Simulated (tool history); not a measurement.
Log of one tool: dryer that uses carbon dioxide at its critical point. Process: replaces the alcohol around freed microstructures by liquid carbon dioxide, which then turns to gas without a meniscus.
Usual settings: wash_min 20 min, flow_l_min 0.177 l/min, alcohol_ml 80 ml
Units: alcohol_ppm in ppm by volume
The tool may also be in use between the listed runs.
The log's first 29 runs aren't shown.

| run | hour | wash_min | flow_l_min | alcohol_ml | alcohol_ppm |
|---|---|---|---|---|---|
| 30 | 741.9 | 17 | 0.233 | 96 | 221 |
| 31 | 768.9 | 17 | 0.233 | 96 | 224 |
| 32 | 796.2 | 31 | 0.199 | 80 | 32 |
| 33 | 813.5 | 18 | 0.122 | 80 | 3520 |
| 34 | 840.2 | 19 | 0.295 | 21 | 34 |
| 35 | 874.7 | 17 | 0.253 | 29 | 82 |
| 36 | 889.6 | 17 | 0.253 | 29 | 80 |
| 37 | 913.6 | 17 | 0.253 | 29 | 90 |

Forecast each of these 5 alternatives for the next run:
| A | 934.6 | 32 | 0.262 | 37 | ? |
| B | 934.6 | 15 | 0.253 | 54 | ? |
| C | 934.6 | 16 | 0.141 | 27 | ? |
| D | 934.6 | 14 | 0.132 | 79 | ? |
| E | 934.6 | 30 | 0.162 | 38 | ? |

| run | alcohol_ppm |
|---|---|
| A | 48 |
| B | 241 |
| C | 1276 |
| D | 7101 |
| E | 73 |
Without the tool's hidden state the same runs would have given:
| run | alcohol_ppm |
|---|---|
| A | 3 |
| B | 89 |
| C | 772 |
| D | 4801 |
| E | 15 |

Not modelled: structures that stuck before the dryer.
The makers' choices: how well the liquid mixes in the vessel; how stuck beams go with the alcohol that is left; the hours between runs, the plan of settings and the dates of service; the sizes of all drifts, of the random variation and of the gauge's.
